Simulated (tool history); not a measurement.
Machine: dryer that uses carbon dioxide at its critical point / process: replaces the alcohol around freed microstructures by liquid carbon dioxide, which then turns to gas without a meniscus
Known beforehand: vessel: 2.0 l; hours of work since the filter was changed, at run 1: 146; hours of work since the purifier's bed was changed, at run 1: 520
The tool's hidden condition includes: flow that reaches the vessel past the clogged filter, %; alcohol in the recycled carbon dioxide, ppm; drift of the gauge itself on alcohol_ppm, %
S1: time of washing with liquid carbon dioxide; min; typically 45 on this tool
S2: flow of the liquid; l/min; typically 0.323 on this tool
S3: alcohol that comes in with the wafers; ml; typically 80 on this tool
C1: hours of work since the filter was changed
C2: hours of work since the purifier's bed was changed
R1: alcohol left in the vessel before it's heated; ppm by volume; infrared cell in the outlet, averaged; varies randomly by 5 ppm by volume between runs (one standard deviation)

run	hour	S1	S2	S3	C1	C2	R1
1	0.0	45	0.323	80	146	520	196
2	17.8	45	0.323	80	152	526	178
3	47.4	45	0.323	80	162	537	185
4	83.7	45	0.323	49	175	550	180
5	116.4	45	0.323	74	187	561	190
6	148.0	42	0.323	74	198	572	229
7	170.6	42	0.323	74	206	581	233
8	208.0	42	0.323	25	220	594	190
9	238.4	42	0.323	25	231	605	186
10	256.2	49	0.323	80	237	611	197
11	283.3	49	0.323	80	247	621	196
12	299.3	64	0.442	53	252	626	164
13	328.3	64	0.442	53	263	637	180
14	361.7	64	0.511	108	274	649	173
15	385.1	29	0.499	108	283	657	258
16	406.2	29	0.499	108	290	664	257
17	431.8	63	0.209	78	299	674	305
18	450.0	63	0.209	78	306	680	300
19	476.7	63	0.209	78	316	690	328

Forecast each of these 3 alternatives for the next run:
A	497.2	42	0.503	78	323	697	?
B	497.2	68	0.497	56	323	697	?
C	497.2	38	0.437	43	323	697	?

run	R1
A	188
B	196
C	208
Without the tool's hidden state the same runs would have given:
run	R1
A	4
B	15
C	20

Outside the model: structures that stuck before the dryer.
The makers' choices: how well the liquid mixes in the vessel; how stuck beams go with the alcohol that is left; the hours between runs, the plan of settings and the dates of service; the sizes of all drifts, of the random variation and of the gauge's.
